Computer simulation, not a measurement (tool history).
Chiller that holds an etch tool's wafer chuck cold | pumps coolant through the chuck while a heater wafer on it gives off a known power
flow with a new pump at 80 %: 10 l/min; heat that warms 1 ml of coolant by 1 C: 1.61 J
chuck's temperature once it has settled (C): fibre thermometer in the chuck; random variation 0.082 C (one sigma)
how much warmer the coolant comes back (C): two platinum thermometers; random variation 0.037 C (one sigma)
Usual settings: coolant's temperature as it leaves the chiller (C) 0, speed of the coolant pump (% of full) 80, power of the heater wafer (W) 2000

run,hour,coolant's temperature as it leaves the chiller (C),speed of the coolant pump (% of full),power of the heater wafer (W),chuck's temperature once it has settled (C),how much warmer the coolant comes back (C)
1,0.0,0,80,2000,14.46,7.70
2,106.8,0,80,2481,17.87,9.61
# hour 222.8: coolant changed, channels flushed
3,287.9,0,82,2481,16.72,9.36
4,489.6,0,82,2481,16.67,9.29
5,690.8,0,82,2481,16.77,9.27
6,788.3,5,82,2481,21.62,9.34
# hour 987.3: chiller's thermometer calibrated
7,987.3,5,82,2481,21.97,9.34
8,1137.3,5,82,2481,22.09,9.31
9,1241.1,0,66,1010,7.91,4.77
10,1346.8,-8,79,2248,7.89,8.76
11,1521.5,10,98,1055,16.25,3.31
12,1724.8,-2,98,2326,12.19,7.35

Hidden state or all else? Some run-to-run changes of chuck's temperature once it has settled (C), split into what the settings, what came in and random variation would give without the hidden state, and what is left for the hidden state (with any gauge scatter that isn't in both results):
The hidden state here: heat passed by the chuck's channels, % of clean ones'; flow at a given pump speed, % of a new pump's; coolant's true temperature over the reading, C; drift of the gauge itself on chuck_c, C; drift of the gauge itself on warmer_back_c, C.
Run 2 -> 3: speed of the coolant pump (% of full) 80 -> 82, coolant changed, channels flushed. chuck's temperature once it has settled (C) -1.15: hidden state -0.94, all else -0.21.
Run 8 -> 9: coolant's temperature as it leaves the chiller (C) 5 -> 0, speed of the coolant pump (% of full) 82 -> 66, power of the heater wafer (W) 2481 -> 1010. chuck's temperature once it has settled (C) -14.18: hidden state -0.32, all else -13.86.
